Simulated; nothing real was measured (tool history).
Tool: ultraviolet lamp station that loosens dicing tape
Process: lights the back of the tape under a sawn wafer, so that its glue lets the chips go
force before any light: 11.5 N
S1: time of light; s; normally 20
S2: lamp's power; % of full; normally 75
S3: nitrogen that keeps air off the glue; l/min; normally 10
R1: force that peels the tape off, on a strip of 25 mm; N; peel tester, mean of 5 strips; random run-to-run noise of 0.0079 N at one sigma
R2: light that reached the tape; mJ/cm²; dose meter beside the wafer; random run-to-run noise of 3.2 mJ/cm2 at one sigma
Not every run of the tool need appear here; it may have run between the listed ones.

Run 1, hour 0: usual settings. Result: R1 0.407 N, R2 458 mJ/cm².
Run 2, hour 32.9: usual settings. Result: R1 0.415 N, R2 453 mJ/cm².
Run 3, hour 59.1: usual settings. Result: R1 0.422 N, R2 453 mJ/cm².
Run 4, hour 85.3: usual settings. Result: R1 0.416 N, R2 449 mJ/cm².
Run 5, hour 109.1: usual settings. Result: R1 0.435 N, R2 444 mJ/cm².
Run 6, hour 145.1: usual settings. Result: R1 0.435 N, R2 446 mJ/cm².
Run 7, hour 167.4: usual settings. Result: R1 0.449 N, R2 447 mJ/cm².
Run 8, hour 205.3: usual settings but S1 11 s. Result: R1 1.845 N, R2 239 mJ/cm².
Run 9, hour 230.1: usual settings but S1 11 s. Result: R1 1.949 N, R2 245 mJ/cm².
Run 10, hour 253: usual settings. Result: R1 0.479 N, R2 440 mJ/cm².
Run 11, hour 272.9: usual settings but S1 37 s. Result: R1 0.088 N, R2 798 mJ/cm².
Run 12, hour 291.9: usual settings but S1 37 s. Result: R1 0.099 N, R2 799 mJ/cm².
At hour 295.4: window cleaned of glue's vapour.
Run 13, hour 308.2: usual settings but S1 37 s. Result: R1 0.085 N, R2 770 mJ/cm².
Run 14, hour 340: usual settings but S1 37 s. Result: R1 0.092 N, R2 776 mJ/cm².
Run 15, hour 368.5: usual settings. Result: R1 0.519 N, R2 417 mJ/cm².
Run 16, hour 390.5: usual settings but S3 15 l/min. Result: R1 0.34 N, R2 414 mJ/cm².
Run 17, hour 425.9: usual settings but S3 15 l/min. Result: R1 0.366 N, R2 409 mJ/cm².
Run 18, hour 454.6: usual settings but S3 15 l/min. Result: R1 0.349 N, R2 414 mJ/cm².
Run 19, hour 492.5: usual settings but S3 15 l/min. Result: R1 0.351 N, R2 409 mJ/cm².
At hour 504.7: window cleaned of glue's vapour, once more.
Run 20, hour 521.8: usual settings but S3 15 l/min. Result: R1 0.271 N, R2 446 mJ/cm².
Run 21, hour 541.2: usual settings but S3 15 l/min. Result: R1 0.268 N, R2 449 mJ/cm².
Run 22, hour 569.9: usual settings but S1 27 s, S2 63 % of full. Result: R1 0.315 N, R2 504 mJ/cm².
Run 23, hour 601.5: usual settings but S1 23 s, S2 69 % of full, S3 7 l/min. Result: R1 0.595 N, R2 466 mJ/cm².
Run 24, hour 629.1: usual settings but S1 19 s, S3 5 l/min. Result: R1 1.176 N, R2 422 mJ/cm².
Run 25, hour 645.3: usual settings but S1 13 s, S2 98 % of full. Result: R1 0.723 N, R2 377 mJ/cm².
Run 26, hour 680.6: usual settings but S1 13 s, S2 98 % of full. Result: R1 0.718 N, R2 372 mJ/cm².
Run 27, hour 699.1: usual settings but S1 10 s, S2 97 % of full. Result: R1 1.37 N, R2 282 mJ/cm².
Run 28, hour 728.5: usual settings but S1 10 s, S2 97 % of full. Result: R1 1.394 N, R2 280 mJ/cm².
Run 29, hour 752.2: usual settings but S1 10 s, S2 97 % of full. Result: R1 1.483 N, R2 282 mJ/cm².
Run 30, hour 775.4: usual settings but S1 10 s, S2 97 % of full. Result: R1 1.448 N, R2 281 mJ/cm².
Run 31, hour 810.2: usual settings but S2 70 % of full, S3 8 l/min. Result: R1 0.774 N, R2 400 mJ/cm².
Run 32, hour 847.1: usual settings but S1 11 s, S2 85 % of full. Result: R1 1.563 N, R2 268 mJ/cm².
Run 33, hour 882.7: usual settings but S1 11 s, S2 85 % of full. Result: R1 1.623 N, R2 261 mJ/cm².
Run 34, hour 910: usual settings but S1 38 s, S2 63 % of full, S3 12 l/min. Result: R1 0.117 N, R2 672 mJ/cm².
Run 35, hour 928: usual settings but S3 5 l/min. Result: R1 1.141 N, R2 418 mJ/cm².
Run 36, hour 954.9: usual settings but S3 5 l/min. Result: R1 1.126 N, R2 424 mJ/cm².
Run 37, hour 971.4: usual settings but S3 5 l/min. Result: R1 1.155 N, R2 414 mJ/cm².
Run 38, hour 996.4: usual settings but S3 5 l/min. Result: R1 1.153 N, R2 410 mJ/cm².
Run 39, hour 1024.4: usual settings but S3 5 l/min. Result: R1 1.186 N, R2 415 mJ/cm².
Run 40, hour 1047.3: usual settings but S3 5 l/min. Result: R1 1.171 N, R2 405 mJ/cm².
Run 41, hour 1074.7: usual settings but S3 5 l/min. Result: R1 1.202 N, R2 409 mJ/cm².
Run 42, hour 1093.3: usual settings. Result: R1 0.554 N, R2 403 mJ/cm².

How would selected steps in R1 from run to run divide? Give the signed amount a tool lacking its hidden state would still show from settings, what came in and random variation, and the signed amount left for the hidden state, including any gauge scatter that is not in both of the compared results.
Hidden state at play: lamp's light, % of a new lamp's; light that the window lets through, % of a clean one's; drift of the gauge itself on peel_n, %; drift of the gauge itself on dose_mj_cm2, %.
Run 7 -> 8: S1 20 -> 11. R1 +1.396 N: hidden state +0.281, all else +1.115.
Run 9 -> 10: S1 11 -> 20. R1 -1.47 N: hidden state -0.294, all else -1.176.
Run 33 -> 34: S1 11 -> 38, S2 85 -> 63, S3 10 -> 12. R1 -1.506 N: hidden state -0.485, all else -1.021.
Run 34 -> 35: S1 38 -> 20, S2 63 -> 75, S3 12 -> 5. R1 +1.024 N: hidden state +0.391, all else +0.633.

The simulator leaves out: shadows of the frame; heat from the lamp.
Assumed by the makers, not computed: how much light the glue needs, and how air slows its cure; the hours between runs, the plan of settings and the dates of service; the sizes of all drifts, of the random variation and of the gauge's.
